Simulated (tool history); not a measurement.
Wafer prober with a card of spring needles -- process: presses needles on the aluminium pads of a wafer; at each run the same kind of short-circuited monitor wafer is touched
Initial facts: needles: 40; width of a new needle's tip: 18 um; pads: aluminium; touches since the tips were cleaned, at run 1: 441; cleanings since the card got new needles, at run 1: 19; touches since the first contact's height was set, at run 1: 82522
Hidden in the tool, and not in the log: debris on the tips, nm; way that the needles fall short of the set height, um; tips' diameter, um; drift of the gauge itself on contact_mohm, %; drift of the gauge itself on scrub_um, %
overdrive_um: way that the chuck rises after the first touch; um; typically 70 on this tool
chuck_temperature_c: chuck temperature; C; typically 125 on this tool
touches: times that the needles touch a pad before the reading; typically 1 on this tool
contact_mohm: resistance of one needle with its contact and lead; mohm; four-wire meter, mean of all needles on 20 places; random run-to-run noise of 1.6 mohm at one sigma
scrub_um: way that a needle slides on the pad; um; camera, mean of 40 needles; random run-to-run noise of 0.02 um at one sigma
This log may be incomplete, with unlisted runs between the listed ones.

run,day,overdrive_um,chuck_temperature_c,touches,touches since the tips were cleaned,cleanings since the card got new needles,touches since the first contact's height was set,contact_mohm,scrub_um
1,0,70,125,1,441,19,82522,303,16.77
# day 0.888: tips cleaned on abrasive film
2,1.346,70,72,1,2249,20,89089,286,16.74
# day 1.688: tips cleaned on abrasive film
# day 2.554: tips cleaned on abrasive film
# day 3.367: tips cleaned on abrasive film
3,3.842,70,72,1,2326,23,101250,289,16.77
# day 4.221: tips cleaned on abrasive film
# day 5.062: tips cleaned on abrasive film
# day 5.908: tips cleaned on abrasive film
4,6.008,70,72,1,504,26,111814,289,16.75
# day 6.842: tips cleaned on abrasive film
# day 7.642: tips cleaned on abrasive film
5,7.962,70,103,1,1562,28,121332,298,16.79
# day 8.508: tips cleaned on abrasive film
# day 9.308: tips cleaned on abrasive film
6,9.546,70,103,1,1149,30,129043,294,16.78
# day 10.15: tips cleaned on abrasive film
# day 11.025: tips cleaned on abrasive film
# day 11.85: tips cleaned on abrasive film
7,11.85,70,75,1,0,33,140276,287,16.78
# day 12.746: tips cleaned on abrasive film
# day 13.604: tips cleaned on abrasive film
8,13.804,70,60,1,972,35,149793,284,16.74
# day 14.462: tips cleaned on abrasive film
# day 15.379: tips cleaned on abrasive film
9,15.854,70,60,1,2309,37,159790,283,16.79
# day 16.004: height of the first contact set anew
# day 16.196: tips cleaned on abrasive film
# day 16.992: tips cleaned on abrasive film
# day 17.846: tips cleaned on abrasive film
10,18.054,70,60,1,1025,40,9986,283,16.75
# day 18.658: tips cleaned on abrasive film
# day 19.475: tips cleaned on abrasive film
11,20.058,70,60,1,2848,42,19756,284,16.76
# day 20.396: tips cleaned on abrasive film
# day 21.246: tips cleaned on abrasive film
12,21.258,70,60,1,70,44,25594,285,16.78
# day 22.104: tips cleaned on abrasive film
# day 23: tips cleaned on abrasive film
13,23.412,70,60,1,2023,46,36112,284,16.79
# day 23.912: tips cleaned on abrasive film
# day 24.7: tips cleaned on abrasive film
# day 25.621: tips cleaned on abrasive film
14,25.725,70,125,1,497,49,47359,303,16.82
# day 26.408: tips cleaned on abrasive film
15,27.038,58,125,1,3075,50,53774,305,13.87
# day 27.375: tips cleaned on abrasive film
# day 28.238: tips cleaned on abrasive film
# day 29.029: tips cleaned on abrasive film
16,29.267,69,62,2,1169,53,64638,285,16.51
# day 29.979: tips cleaned on abrasive film
# day 30.929: tips cleaned on abrasive film
17,30.95,69,62,2,94,55,72830,285,16.53
# day 31.817: tips cleaned on abrasive film
# day 32.612: tips cleaned on abrasive film
18,33.042,70,68,1,2091,57,83038,286,16.78
# day 33.425: tips cleaned on abrasive film
# day 34.338: tips cleaned on abrasive film
19,34.338,60,45,1,0,59,89353,284,14.37
# day 35.217: tips cleaned on abrasive film
20,35.638,60,45,1,2059,60,95699,282,14.38
# day 36.075: tips cleaned on abrasive film
# day 36.917: tips cleaned on abrasive film
21,37.646,60,45,1,3577,62,105488,282,14.36
# day 37.825: tips cleaned on abrasive film
# day 38.75: tips cleaned on abrasive film
# day 39.546: tips cleaned on abrasive film
22,39.688,71,26,1,685,65,115417,273,16.99
# day 40.388: tips cleaned on abrasive film
# day 41.308: tips cleaned on abrasive film
# day 42.2: tips cleaned on abrasive film
23,42.2,52,54,2,0,68,127675,286,12.45
# day 43.067: tips cleaned on abrasive film
24,43.375,52,97,2,1509,69,133402,303,12.47
# day 43.958: tips cleaned on abrasive film
25,44.671,52,97,2,3484,70,139725,301,12.44
# day 44.871: tips cleaned on abrasive film
# day 45.754: tips cleaned on abrasive film
26,45.983,74,26,1,1123,72,146123,273,17.75
# day 46.654: tips cleaned on abrasive film
27,47.388,59,90,2,3585,73,152967,293,14.09
# day 47.583: tips cleaned on abrasive film
# day 48.504: tips cleaned on abrasive film
# day 48.908: height of the first contact set anew
# day 49.304: tips cleaned on abrasive film
28,49.475,88,113,2,845,76,2761,298,21.09
# day 50.196: tips cleaned on abrasive film
# day 51.058: tips cleaned on abrasive film
29,51.433,57,60,1,1842,78,12311,286,13.65

For each entry between runs, how does the tool's hidden state at the last listed run before it compare with that at the first listed run after it?
Run 1 -> run 2: tips cleaned on abrasive film (day 0.888)
  debris on the tips, nm: 0.5 -> 1.8; way that the needles fall short of the set height, um: 0.03 -> 0.04
Run 2 -> run 3: tips cleaned on abrasive film (day 1.688); tips cleaned on abrasive film (day 2.554); tips cleaned on abrasive film (day 3.367)
  debris on the tips, nm: 1.8 -> 1.7
Run 3 -> run 4: tips cleaned on abrasive film (day 4.221); tips cleaned on abrasive film (day 5.062); tips cleaned on abrasive film (day 5.908)
  debris on the tips, nm: 1.7 -> 0.5; way that the needles fall short of the set height, um: 0.04 -> 0.05; tips' diameter, um: 18.01 -> 18.02
Run 4 -> run 5: tips cleaned on abrasive film (day 6.842); tips cleaned on abrasive film (day 7.642)
  debris on the tips, nm: 0.5 -> 1.2
Run 5 -> run 6: tips cleaned on abrasive film (day 8.508); tips cleaned on abrasive film (day 9.308)
  debris on the tips, nm: 1.2 -> 1
Run 6 -> run 7: tips cleaned on abrasive film (day 10.15); tips cleaned on abrasive film (day 11.025); tips cleaned on abrasive film (day 11.85)
  debris on the tips, nm: 1 -> 0.2; way that the needles fall short of the set height, um: 0.05 -> 0.06
Run 7 -> run 8: tips cleaned on abrasive film (day 12.746); tips cleaned on abrasive film (day 13.604)
  debris on the tips, nm: 0.2 -> 0.9
Run 8 -> run 9: tips cleaned on abrasive film (day 14.462); tips cleaned on abrasive film (day 15.379)
  debris on the tips, nm: 0.9 -> 1.8; way that the needles fall short of the set height, um: 0.06 -> 0.07
Run 9 -> run 10: height of the first contact set anew (day 16.004); tips cleaned on abrasive film (day 16.196); tips cleaned on abrasive film (day 16.992); tips cleaned on abrasive film (day 17.846)
  debris on the tips, nm: 1.8 -> 1; way that the needles fall short of the set height, um: 0.07 -> 0.01; tips' diameter, um: 18.02 -> 18.03
Run 10 -> run 11: tips cleaned on abrasive film (day 18.658); tips cleaned on abrasive film (day 19.475)
  debris on the tips, nm: 1 -> 1.9
Run 11 -> run 12: tips cleaned on abrasive film (day 20.396); tips cleaned on abrasive film (day 21.246)
  debris on the tips, nm: 1.9 -> 0.2
Run 12 -> run 13: tips cleaned on abrasive film (day 22.104); tips cleaned on abrasive film (day 23)
  debris on the tips, nm: 0.2 -> 1.6; way that the needles fall short of the set height, um: 0.01 -> 0.02
Run 13 -> run 14: tips cleaned on abrasive film (day 23.912); tips cleaned on abrasive film (day 24.7); tips cleaned on abrasive film (day 25.621)
  debris on the tips, nm: 1.6 -> 0.6
Run 14 -> run 15: tips cleaned on abrasive film (day 26.408)
  debris on the tips, nm: 0.6 -> 2.2; way that the needles fall short of the set height, um: 0.02 -> 0.03
Run 15 -> run 16: tips cleaned on abrasive film (day 27.375); tips cleaned on abrasive film (day 28.238); tips cleaned on abrasive film (day 29.029)
  debris on the tips, nm: 2.2 -> 1
Run 16 -> run 17: tips cleaned on abrasive film (day 29.979); tips cleaned on abrasive film (day 30.929)
  debris on the tips, nm: 1 -> 0.2
Run 17 -> run 18: tips cleaned on abrasive film (day 31.817); tips cleaned on abrasive film (day 32.612)
  debris on the tips, nm: 0.2 -> 1.7; way that the needles fall short of the set height, um: 0.03 -> 0.04; tips' diameter, um: 18.03 -> 18.04
Run 18 -> run 19: tips cleaned on abrasive film (day 33.425); tips cleaned on abrasive film (day 34.338)
  debris on the tips, nm: 1.7 -> 0.1
Run 19 -> run 20: tips cleaned on abrasive film (day 35.217)
  debris on the tips, nm: 0.1 -> 1.6
Run 20 -> run 21: tips cleaned on abrasive film (day 36.075); tips cleaned on abrasive film (day 36.917)
  debris on the tips, nm: 1.6 -> 2.3; way that the needles fall short of the set height, um: 0.04 -> 0.05
Run 21 -> run 22: tips cleaned on abrasive film (day 37.825); tips cleaned on abrasive film (day 38.75); tips cleaned on abrasive film (day 39.546)
  debris on the tips, nm: 2.3 -> 0.8
Run 22 -> run 23: tips cleaned on abrasive film (day 40.388); tips cleaned on abrasive film (day 41.308); tips cleaned on abrasive film (day 42.2)
  debris on the tips, nm: 0.8 -> 0.2; way that the needles fall short of the set height, um: 0.05 -> 0.06
Run 23 -> run 24: tips cleaned on abrasive film (day 43.067)
  debris on the tips, nm: 0.2 -> 1.3
Run 24 -> run 25: tips cleaned on abrasive film (day 43.958)
  debris on the tips, nm: 1.3 -> 2.4
Run 25 -> run 26: tips cleaned on abrasive film (day 44.871); tips cleaned on abrasive film (day 45.754)
  debris on the tips, nm: 2.4 -> 1.1; way that the needles fall short of the set height, um: 0.06 -> 0.07; tips' diameter, um: 18.04 -> 18.05
Run 26 -> run 27: tips cleaned on abrasive film (day 46.654)
  debris on the tips, nm: 1.1 -> 2.3
Run 27 -> run 28: tips cleaned on abrasive film (day 47.583); tips cleaned on abrasive film (day 48.504); height of the first contact set anew (day 48.908); tips cleaned on abrasive film (day 49.304)
  debris on the tips, nm: 2.3 -> 0.9; way that the needles fall short of the set height, um: 0.07 -> 0
Run 28 -> run 29: tips cleaned on abrasive film (day 50.196); tips cleaned on abrasive film (day 51.058)
  debris on the tips, nm: 0.9 -> 1.4; way that the needles fall short of the set height, um: 0 -> 0.01
